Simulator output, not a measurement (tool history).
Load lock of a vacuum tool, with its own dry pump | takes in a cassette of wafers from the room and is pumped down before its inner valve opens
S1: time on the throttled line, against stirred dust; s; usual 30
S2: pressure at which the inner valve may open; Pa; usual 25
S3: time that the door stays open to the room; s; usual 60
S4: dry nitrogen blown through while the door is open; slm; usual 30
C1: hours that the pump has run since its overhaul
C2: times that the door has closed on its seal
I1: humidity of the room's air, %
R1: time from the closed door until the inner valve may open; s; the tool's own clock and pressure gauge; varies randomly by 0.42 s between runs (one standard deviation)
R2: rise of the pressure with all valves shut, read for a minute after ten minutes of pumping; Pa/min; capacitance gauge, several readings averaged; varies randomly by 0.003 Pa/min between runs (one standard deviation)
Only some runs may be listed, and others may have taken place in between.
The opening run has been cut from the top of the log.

run 2 hour=138.3 | S1=30 S2=21 S3=60 S4=30 | C1=12788 C2=13952 | I1=41.9 | R1=51.8 R2=0.296
run 3 hour=397.3 | S1=30 S2=21 S3=60 S4=30 | C1=13047 C2=14984 | I1=42.8 | R1=52.1 R2=0.33
run 4 hour=622.5 | S1=30 S2=21 S3=60 S4=30 | C1=13273 C2=15881 | I1=48.4 | R1=51.8 R2=0.369
run 5 hour=894.2 | S1=30 S2=25 S3=60 S4=30 | C1=13544 C2=16963 | I1=47.2 | R1=51.4 R2=0.411
run 6 hour=1153.7 | S1=30 S2=25 S3=60 S4=30 | C1=13804 C2=17997 | I1=43.1 | R1=52 R2=0.451
run 7 hour=1299.5 | S1=30 S2=25 S3=60 S4=12 | C1=13950 C2=18578 | I1=44.1 | R1=52.6 R2=0.474
run 8 hour=1592.2 | S1=17 S2=25 S3=60 S4=30 | C1=14242 C2=19744 | I1=43.1 | R1=40.2 R2=0.499
run 9 hour=1745.5 | S1=17 S2=25 S3=60 S4=22 | C1=14396 C2=20355 | I1=42.5 | R1=40.5 R2=0.542
run 10 hour=2045.4 | S1=30 S2=25 S3=67 S4=30 | C1=14696 C2=21550 | I1=45.2 | R1=52.3 R2=0.575
-- hour=2311.3 door's seal changed, seat wiped
run 11 hour=2337.1 | S1=30 S2=25 S3=67 S4=30 | C1=14986 C2=103 | I1=44.9 | R1=52.6 R2=0.048
run 12 hour=2541.5 | S1=30 S2=25 S3=60 S4=30 | C1=15190 C2=917 | I1=45.8 | R1=52.3 R2=0.054
run 13 hour=2788.3 | S1=30 S2=25 S3=60 S4=30 | C1=15437 C2=1900 | I1=47.2 | R1=52.1 R2=0.068
run 14 hour=3013.1 | S1=30 S2=25 S3=60 S4=30 | C1=15662 C2=2796 | I1=49.8 | R1=51.7 R2=0.079
run 15 hour=3178.5 | S1=30 S2=25 S3=60 S4=21 | C1=15827 C2=3455 | I1=44.3 | R1=51.5 R2=0.082
run 16 hour=3350.5 | S1=30 S2=25 S3=60 S4=12 | C1=15999 C2=4140 | I1=44.6 | R1=52.2 R2=0.105
run 17 hour=3521.3 | S1=30 S2=25 S3=60 S4=12 | C1=16170 C2=4821 | I1=42.9 | R1=52.8 R2=0.107
run 18 hour=3825 | S1=30 S2=25 S3=60 S4=12 | C1=16474 C2=6030 | I1=48.5 | R1=51.8 R2=0.143

Run 19, settings as shown, results not yet in. Your forecast:
run 19 hour=4115.8 | S1=30 S2=25 S3=60 S4=30 | C1=16764 C2=7189 | I1=41.7 | R1=? R2=?

{"run 19": {"R1": 52, "R2": 0.137}}
Minus the tool's unlogged condition, the same run would have read R1 48.5 s, R2 0.04 Pa/min.
